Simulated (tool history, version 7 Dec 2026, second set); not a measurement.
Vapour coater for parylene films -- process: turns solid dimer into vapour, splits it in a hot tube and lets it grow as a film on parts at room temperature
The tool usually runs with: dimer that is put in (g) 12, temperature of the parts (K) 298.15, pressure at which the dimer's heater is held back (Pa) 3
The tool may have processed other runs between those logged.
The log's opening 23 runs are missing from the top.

run	day	dimer that is put in (g)	temperature of the parts (K)	pressure at which the dimer's heater is held back (Pa)	thickness of the film (um)
# day 10.712: trap's valve overhauled
24	10.712	13	294.15	2.42	4.26
25	11.354	13	290.15	2.42	5.19
26	11.679	6	298.15	3	1.63
27	12.296	5	308.15	3	0.9
28	12.642	20	303.15	2.02	4.38
29	13.162	11	304.15	6.12	2.27
30	13.646	11	304.15	6.12	2.19
31	14.225	20	291.15	3.29	7.49
32	14.504	8	291.15	5.88	2.9
33	14.85	8	291.15	5.88	2.88

Run 34 has not been measured yet. What should we expect?
34	15.171	5	303.15	2.24	?

{"run 34": {"thickness of the film (um)": 1.11}}
With no hidden state in the tool, this same run would have given thickness of the film (um) 1.11.
